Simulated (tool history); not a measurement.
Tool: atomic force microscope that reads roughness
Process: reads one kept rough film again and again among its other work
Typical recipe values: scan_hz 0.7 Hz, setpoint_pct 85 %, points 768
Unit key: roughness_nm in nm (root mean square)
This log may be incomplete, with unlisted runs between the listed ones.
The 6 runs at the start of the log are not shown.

run,hour,scan_hz,setpoint_pct,points,roughness_nm
# hour 216.5: new tip fitted
7,230.8,0.7,85,768,0.848
8,261.6,0.7,85,768,0.843
9,310.7,0.7,85,768,0.835
# hour 328.7: new tip fitted
10,342.3,0.7,84,768,0.844
11,384.3,0.7,84,768,0.851
12,417.1,0.7,84,768,0.846
# hour 440.8: new tip fitted
13,440.8,0.7,84,768,0.84
14,464.2,0.7,84,768,0.848
15,491,0.7,84,768,0.839
16,524.8,0.7,84,768,0.849

What will run 17 give?
# hour 554: new tip fitted
17,565.6,0.7,58,768,?

Run 17 yielded roughness_nm 0.89 nm (root mean square).
With the hidden condition absent and the run-to-run variation left alone, this run would have shown roughness_nm 0.891 nm (root mean square).
